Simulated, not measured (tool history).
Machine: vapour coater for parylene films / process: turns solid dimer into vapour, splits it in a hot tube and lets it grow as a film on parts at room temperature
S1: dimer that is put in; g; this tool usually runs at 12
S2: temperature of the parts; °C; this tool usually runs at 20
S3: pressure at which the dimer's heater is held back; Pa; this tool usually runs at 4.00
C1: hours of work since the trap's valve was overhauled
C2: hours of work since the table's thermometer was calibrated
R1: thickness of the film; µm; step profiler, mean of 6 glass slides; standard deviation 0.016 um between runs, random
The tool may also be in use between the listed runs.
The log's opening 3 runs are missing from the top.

run,hour,S1,S2,S3,C1,C2,R1
4,62.9,12,20,4.00,283,293,1.76
5,76.5,12,20,4.00,293,303,1.79
6,90.1,12,20,3.30,304,314,1.79
7,107.4,12,20,3.30,317,327,1.83
8,134.6,12,20,3.30,337,347,1.78
9,158.6,12,19,3.30,355,365,1.82
10,169.9,12,19,3.30,364,374,1.83
11,197.6,12,20,10.14,384,394,1.58
12,220.6,12,20,10.14,402,412,1.57
13,242.4,12,20,10.14,418,428,1.56
# hour 248.5: trap's valve overhauled
# hour 249.5: table's thermometer calibrated
14,266.7,12,20,10.14,13,13,1.71
15,291.6,12,20,4.76,32,32,1.88
16,311.9,12,20,4.76,47,47,1.83
17,334.4,12,20,4.00,64,64,1.89
18,355.3,12,20,4.00,79,79,1.87
# hour 376.0: table's thermometer calibrated, once more
19,384.3,12,20,4.00,100,6,1.90
20,402.9,12,20,4.00,114,20,1.88
21,414.6,6,20,4.00,123,29,0.92
22,438.3,12,20,4.00,141,47,1.86
23,452.5,5,21,2.71,152,57,0.79
24,464.3,5,21,2.71,160,66,0.79
25,483.3,5,21,2.71,175,81,0.78

Run 26, settings as shown, results not yet in. Your forecast:
26,510.8,12,26,4.00,195,101,?

{"run 26": {"R1": 1.58}}
With no hidden state in the tool, this same run would have given R1 1.68 µm.
